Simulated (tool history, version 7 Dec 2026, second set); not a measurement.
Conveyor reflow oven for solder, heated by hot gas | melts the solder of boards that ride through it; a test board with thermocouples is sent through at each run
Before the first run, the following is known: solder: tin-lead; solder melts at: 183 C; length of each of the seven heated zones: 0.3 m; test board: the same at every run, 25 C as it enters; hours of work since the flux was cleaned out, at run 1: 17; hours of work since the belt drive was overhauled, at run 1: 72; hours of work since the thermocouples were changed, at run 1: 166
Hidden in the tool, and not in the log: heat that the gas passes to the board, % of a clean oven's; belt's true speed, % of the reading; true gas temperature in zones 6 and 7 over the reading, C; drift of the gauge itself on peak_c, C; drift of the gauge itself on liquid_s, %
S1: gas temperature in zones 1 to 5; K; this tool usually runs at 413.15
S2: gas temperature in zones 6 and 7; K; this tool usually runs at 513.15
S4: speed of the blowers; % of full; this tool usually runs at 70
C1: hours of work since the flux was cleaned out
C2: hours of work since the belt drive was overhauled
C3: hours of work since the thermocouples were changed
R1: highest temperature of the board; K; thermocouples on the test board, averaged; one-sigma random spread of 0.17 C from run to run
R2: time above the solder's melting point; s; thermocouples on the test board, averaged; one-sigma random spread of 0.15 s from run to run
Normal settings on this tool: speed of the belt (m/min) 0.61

Run 1, hour 0: usual settings; C1 17; C2 72; C3 166. Result: R1 496.95 K, R2 48.3 s.
Run 2, hour 13.8: usual settings but S1 419.15 K; C1 26; C2 81; C3 175. Result: R1 498.05 K, R2 50.1 s.
Run 3, hour 33.8: usual settings; C1 39; C2 93; C3 188. Result: R1 497.15 K, R2 48.4 s.
Run 4, hour 51.9: usual settings; C1 50; C2 105; C3 200. Result: R1 497.05 K, R2 48.5 s.
Run 5, hour 65.4: usual settings; C1 59; C2 114; C3 208. Result: R1 496.85 K, R2 48.3 s.
Run 6, hour 77.6: usual settings; C1 67; C2 122; C3 216. Result: R1 496.95 K, R2 48.4 s.
Run 7, hour 98.1: usual settings but speed of the belt (m/min) 0.592; C1 80; C2 135; C3 229. Result: R1 497.75 K, R2 50.4 s.
Run 8, hour 117.9: usual settings but speed of the belt (m/min) 0.592; C1 93; C2 147; C3 242. Result: R1 497.65 K, R2 50.3 s.
Run 9, hour 132.9: usual settings but speed of the belt (m/min) 0.592; C1 102; C2 157; C3 251. Result: R1 497.55 K, R2 50.3 s.
At hour 138.4: belt drive overhauled, speed set with a stopwatch.
Run 10, hour 149.8: usual settings but speed of the belt (m/min) 0.592; C1 111; C2 7; C3 260. Result: R1 497.75 K, R2 50.6 s.
Run 11, hour 169.5: usual settings but speed of the belt (m/min) 0.592; C1 123; C2 20; C3 272. Result: R1 497.65 K, R2 50.4 s.
Run 12, hour 184.4: usual settings but speed of the belt (m/min) 0.563; C1 133; C2 29; C3 282. Result: R1 498.65 K, R2 53.9 s.
Run 13, hour 197.8: usual settings; C1 141; C2 38; C3 290. Result: R1 496.65 K, R2 48.7 s.
Run 14, hour 207.8: usual settings; C1 148; C2 44; C3 297. Result: R1 496.15 K, R2 48.4 s.
Run 15, hour 219.3: usual settings; C1 155; C2 52; C3 304. Result: R1 496.65 K, R2 48.5 s.
At hour 228: belt drive overhauled, speed set with a stopwatch, once more.
Run 16, hour 240.1: usual settings but S4 52 % of full; C1 166; C2 8; C3 315. Result: R1 492.45 K, R2 44.9 s.
Run 17, hour 256.8: usual settings but S4 52 % of full; C1 177; C2 18; C3 326. Result: R1 492.05 K, R2 45.1 s.
Run 18, hour 275.6: usual settings but S4 52 % of full; C1 189; C2 30; C3 338. Result: R1 492.15 K, R2 45.2 s.
Run 19, hour 286.6: usual settings but S1 417.15 K, speed of the belt (m/min) 0.722, S4 52 % of full; C1 196; C2 38; C3 345. Result: R1 486.25 K, R2 35.2 s.
Run 20, hour 303.4: usual settings but speed of the belt (m/min) 0.722, S4 63 % of full; C1 206; C2 48; C3 355. Result: R1 488.45 K, R2 35.6 s.
Run 21, hour 321.4: usual settings but speed of the belt (m/min) 0.722, S4 63 % of full; C1 218; C2 60; C3 367. Result: R1 488.55 K, R2 35.9 s.
Run 22, hour 338.8: usual settings but S2 505.15 K; C1 229; C2 71; C3 378. Result: R1 488.95 K, R2 44 s.
Run 23, hour 351.9: usual settings but S1 424.15 K, speed of the belt (m/min) 0.519, S4 77 % of full; C1 237; C2 79; C3 386. Result: R1 502.85 K, R2 63.6 s.
Run 24, hour 365: usual settings but S2 514.15 K, S4 72 % of full; C1 246; C2 88; C3 395. Result: R1 496.85 K, R2 48.2 s.
Run 25, hour 382.5: usual settings but S1 408.15 K, S2 519.15 K, S4 51 % of full; C1 257; C2 99; C3 406. Result: R1 495.45 K, R2 45.5 s.
At hour 394.1: flux residue cleaned out of gas plates and filters.
Run 26, hour 405.8: usual settings but S1 408.15 K, S2 519.15 K, S4 51 % of full; C1 7; C2 111; C3 418. Result: R1 496.25 K, R2 46.5 s.
Run 27, hour 422.5: usual settings but S1 421.15 K, S2 519.15 K, speed of the belt (m/min) 0.539, S4 51 % of full; C1 18; C2 121; C3 428. Result: R1 503.35 K, R2 60.5 s.
Run 28, hour 441.9: usual settings but S1 421.15 K, S2 519.15 K, speed of the belt (m/min) 0.539, S4 51 % of full; C1 31; C2 134; C3 441. Result: R1 503.05 K, R2 60.5 s.
Run 29, hour 458: usual settings but S1 424.15 K, S2 527.15 K, S4 68 % of full; C1 41; C2 144; C3 451. Result: R1 510.35 K, R2 57 s.
Run 30, hour 470.9: usual settings but S1 407.15 K, S2 522.15 K, speed of the belt (m/min) 0.51; C1 49; C2 152; C3 459. Result: R1 509.35 K, R2 62.7 s.
Run 31, hour 488.6: usual settings but S1 407.15 K, S2 502.15 K, speed of the belt (m/min) 0.519, S4 64 % of full; C1 61; C2 164; C3 471. Result: R1 489.45 K, R2 51.4 s.

Describe how what the log doesn't record of the tool's condition differs between the last listed run preceding each entry between runs and the first listed run following it.
Run 9 -> run 10: belt drive overhauled, speed set with a stopwatch (hour 138.4)
  heat that the gas passes to the board, % of a clean oven's: 97.9 -> 97.7; belt's true speed, % of the reading: 99.53 -> 99.31; true gas temperature in zones 6 and 7 over the reading, C: -0.2 -> -0.21
  the result without the hidden state subtracted from the measured one, R1: -0.5 -> -0.6 K; R2: -0.1 -> +0 s
Run 15 -> run 16: belt drive overhauled, speed set with a stopwatch, once more (hour 228)
  heat that the gas passes to the board, % of a clean oven's: 96.9 -> 96.8; belt's true speed, % of the reading: 99.18 -> 100.09; true gas temperature in zones 6 and 7 over the reading, C: -0.28 -> -0.29
  the result without the hidden state subtracted from the measured one, R1: -0.8 -> -1.1 K; R2: +0 -> -0.7 s
Run 25 -> run 26: flux residue cleaned out of gas plates and filters (hour 394.1)
  heat that the gas passes to the board, % of a clean oven's: 95.3 -> 99.4; belt's true speed, % of the reading: 99.83 -> 99.79; true gas temperature in zones 6 and 7 over the reading, C: -0.43 -> -0.45
  the result without the hidden state subtracted from the measured one, R1: -1.6 -> -0.5 K; R2: -0.8 -> -0.2 s
